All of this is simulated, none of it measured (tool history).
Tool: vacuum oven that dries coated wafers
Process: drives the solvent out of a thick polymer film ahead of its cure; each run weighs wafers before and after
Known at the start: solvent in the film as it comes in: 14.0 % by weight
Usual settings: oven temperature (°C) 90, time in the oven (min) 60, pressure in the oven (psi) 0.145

run	hour	oven temperature (°C)	time in the oven (min)	pressure in the oven (psi)	solvent left in the film (%)
1	0.0	90	60	0.145	2.52
2	5.9	90	44	0.145	3.36
3	15.6	90	60	0.170	2.60
4	29.3	90	60	0.170	2.69
5	41.7	90	60	0.170	2.67
6	47.8	90	60	0.170	2.56
7	58.1	90	60	0.170	2.68
8	66.5	90	60	0.170	2.62
9	78.0	90	60	0.170	2.79
10	85.1	90	60	0.170	2.67
11	95.6	90	60	0.170	2.74
12	102.2	104	60	0.305	1.62
13	108.3	88	83	0.228	2.95
14	121.2	84	103	0.145	2.47
15	128.8	91	103	0.323	3.02

The next listed run, before its measurement:
16	136.7	90	50	0.110	?

Run 16 gave solvent left in the film (%) 2.69.
Without the tool's hidden state the same run would have given solvent left in the film (%) 2.69.
